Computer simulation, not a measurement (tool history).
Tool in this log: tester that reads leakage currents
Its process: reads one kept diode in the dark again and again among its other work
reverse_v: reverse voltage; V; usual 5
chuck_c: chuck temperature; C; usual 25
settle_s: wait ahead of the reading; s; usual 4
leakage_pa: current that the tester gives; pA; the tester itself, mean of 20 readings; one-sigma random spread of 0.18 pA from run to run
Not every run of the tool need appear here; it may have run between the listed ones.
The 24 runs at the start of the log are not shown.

At hour 962.6: tester calibrated, once more.
Run 25, hour 966: usual settings but reverse_v 10.87 V, chuck_c 46 C, settle_s 1.92 s. Result: leakage_pa 357.83 pA.
Run 26, hour 1008: usual settings but chuck_c 55 C, settle_s 1.8 s. Result: leakage_pa 514.88 pA.
Run 27, hour 1041.4: usual settings but reverse_v 3.53 V, chuck_c 31 C, settle_s 1.8 s. Result: leakage_pa 83.35 pA.
Run 28, hour 1086.3: usual settings but reverse_v 8.52 V, chuck_c 26 C, settle_s 3.55 s. Result: leakage_pa 76.14 pA.
Run 29, hour 1125.1: usual settings but reverse_v 1.16 V, chuck_c 45 C, settle_s 0.83 s. Result: leakage_pa 163.28 pA.
Run 30, hour 1160.9: usual settings but reverse_v 1.09 V, chuck_c 41 C, settle_s 1 s. Result: leakage_pa 119.85 pA.
Run 31, hour 1201.3: usual settings but reverse_v 18.57 V, settle_s 5.6 s. Result: leakage_pa 93.76 pA.
Run 32, hour 1231.3: usual settings but reverse_v 18.57 V, settle_s 5.6 s. Result: leakage_pa 93.9 pA.
Run 33, hour 1271.1: usual settings but reverse_v 4.66 V. Result: leakage_pa 56.85 pA.
Run 34, hour 1298.4: usual settings but reverse_v 2.61 V, settle_s 1.36 s. Result: leakage_pa 46.53 pA.
Run 35, hour 1331.2: usual settings but reverse_v 2.61 V, settle_s 1.36 s. Result: leakage_pa 46.6 pA.
Run 36, hour 1387: usual settings but reverse_v 1.2 V, chuck_c 31 C, settle_s 1.13 s. Result: leakage_pa 57.33 pA.
Run 37, hour 1418.8: usual settings but reverse_v 3.86 V, chuck_c 31 C, settle_s 4.72 s. Result: leakage_pa 83.38 pA.
Run 38, hour 1448.5: usual settings but reverse_v 3.86 V, chuck_c 31 C, settle_s 4.72 s. Result: leakage_pa 82.9 pA.
Run 39, hour 1489.8: usual settings but reverse_v 3.86 V, chuck_c 31 C, settle_s 4.72 s. Result: leakage_pa 82.61 pA.

Alternative continuations, all from the tool just after run 39; predict every row:
Run A, hour 1518: usual settings but reverse_v 16.13 V, chuck_c 37 C, settle_s 5.54 s. Result: leakage_pa ?.
Run B, hour 1518: usual settings but reverse_v 5.27 V, chuck_c 31 C, settle_s 4.72 s. Result: leakage_pa ?.
Run C, hour 1518: usual settings but reverse_v 1.17 V. Result: leakage_pa ?.
Run D, hour 1518: usual settings but reverse_v 15.78 V, chuck_c 27 C, settle_s 4.72 s. Result: leakage_pa ?.
Run E, hour 1518: usual settings but reverse_v 6.54 V, chuck_c 34 C, settle_s 5.14 s. Result: leakage_pa ?.

run  leakage_pa
  A      207.84
  B        91.2
  C       35.11
  D      101.65
  E      123.47
What these runs would have given with no unlogged condition in the tool:
run  leakage_pa
  A      214.08
  B       95.87
  C        37.8
  D       98.57
  E         130

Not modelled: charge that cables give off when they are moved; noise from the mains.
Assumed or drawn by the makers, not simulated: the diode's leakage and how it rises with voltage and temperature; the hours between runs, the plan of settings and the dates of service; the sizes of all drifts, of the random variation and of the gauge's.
